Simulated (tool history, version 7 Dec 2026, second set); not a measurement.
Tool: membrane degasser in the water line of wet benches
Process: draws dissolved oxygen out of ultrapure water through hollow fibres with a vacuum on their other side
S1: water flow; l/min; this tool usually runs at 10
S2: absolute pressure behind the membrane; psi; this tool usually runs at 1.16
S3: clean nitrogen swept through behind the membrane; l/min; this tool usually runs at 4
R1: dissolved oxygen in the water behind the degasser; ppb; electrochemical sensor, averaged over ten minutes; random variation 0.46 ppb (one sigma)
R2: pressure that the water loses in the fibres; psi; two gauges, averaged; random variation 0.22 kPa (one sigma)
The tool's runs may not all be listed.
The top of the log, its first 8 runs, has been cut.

{"run": 9, "hour": 645.6, "S1": 10, "S2": 1.16, "S3": 4.53, "R1": 36, "R2": 7.854}
{"hour": 727.3, "done": "seals of the vacuum lines changed"}
{"run": 10, "hour": 731.0, "S1": 10, "S2": 1.16, "S3": 4, "R1": 36.4, "R2": 7.793}
{"run": 11, "hour": 829.2, "S1": 10, "S2": 1.16, "S3": 4, "R1": 37.5, "R2": 7.865}
{"run": 12, "hour": 939.8, "S1": 10, "S2": 1.16, "S3": 4, "R1": 37.4, "R2": 7.861}
{"run": 13, "hour": 997.1, "S1": 10, "S2": 1.16, "S3": 4, "R1": 37.7, "R2": 7.829}
{"run": 14, "hour": 1096.0, "S1": 10, "S2": 1.16, "S3": 4, "R1": 36.8, "R2": 7.862}
{"run": 15, "hour": 1217.4, "S1": 10, "S2": 1.16, "S3": 4, "R1": 36.7, "R2": 7.893}
{"run": 16, "hour": 1292.5, "S1": 10, "S2": 1.16, "S3": 4, "R1": 37.5, "R2": 7.878}
{"run": 17, "hour": 1403.0, "S1": 13, "S2": 1.16, "S3": 4, "R1": 62.6, "R2": 10.189}
{"run": 18, "hour": 1480.9, "S1": 13, "S2": 1.16, "S3": 4, "R1": 62.1, "R2": 10.315}
{"run": 19, "hour": 1577.4, "S1": 7, "S2": 0.735, "S3": 1.61, "R1": 22.4, "R2": 5.523}
{"run": 20, "hour": 1663.9, "S1": 10, "S2": 0.793, "S3": 4, "R1": 22.3, "R2": 7.878}
{"run": 21, "hour": 1755.7, "S1": 7, "S2": 2.638, "S3": 2.38, "R1": 111.1, "R2": 5.511}
{"run": 22, "hour": 1828.3, "S1": 7, "S2": 2.638, "S3": 2.38, "R1": 112.5, "R2": 5.559}
{"run": 23, "hour": 1947.1, "S1": 7, "S2": 1.16, "S3": 4, "R1": 22.8, "R2": 5.52}
{"run": 24, "hour": 2003.3, "S1": 10, "S2": 0.862, "S3": 3.45, "R1": 27.7, "R2": 7.854}
{"run": 25, "hour": 2075.5, "S1": 15, "S2": 1.601, "S3": 5.04, "R1": 97.5, "R2": 11.918}
{"run": 26, "hour": 2162.9, "S1": 6, "S2": 2.846, "S3": 4, "R1": 64, "R2": 4.725}
{"run": 27, "hour": 2237.4, "S1": 7, "S2": 2.139, "S3": 3.21, "R1": 64.6, "R2": 5.484}
{"run": 28, "hour": 2302.4, "S1": 8, "S2": 0.999, "S3": 1.89, "R1": 42.1, "R2": 6.311}
{"run": 29, "hour": 2384.4, "S1": 10, "S2": 2.183, "S3": 4, "R1": 82.4, "R2": 7.929}
{"run": 30, "hour": 2478.6, "S1": 13, "S2": 2.045, "S3": 4, "R1": 112.9, "R2": 10.296}
{"run": 31, "hour": 2549.3, "S1": 6, "S2": 1.16, "S3": 2.52, "R1": 30.7, "R2": 4.738}

3 ways to go on from here, each from the tool as it stands after run 31. What would each give?
{"run": "A", "hour": 2642.8, "S1": 15, "S2": 1.946, "S3": 1.6, "R1": "?", "R2": "?"}
{"run": "B", "hour": 2642.8, "S1": 9, "S2": 1.16, "S3": 4, "R1": "?", "R2": "?"}
{"run": "C", "hour": 2642.8, "S1": 9, "S2": 1.713, "S3": 4.83, "R1": "?", "R2": "?"}

run=A R1=267.7 R2=11.912
run=B R1=32.5 R2=7.169
run=C R1=45.5 R2=7.142
Stripped of hidden state, with their random variation kept, the same runs would have yielded:
run=A R1=254.5 R2=11.41
run=B R1=29.9 R2=6.869
run=C R1=42.7 R2=6.841

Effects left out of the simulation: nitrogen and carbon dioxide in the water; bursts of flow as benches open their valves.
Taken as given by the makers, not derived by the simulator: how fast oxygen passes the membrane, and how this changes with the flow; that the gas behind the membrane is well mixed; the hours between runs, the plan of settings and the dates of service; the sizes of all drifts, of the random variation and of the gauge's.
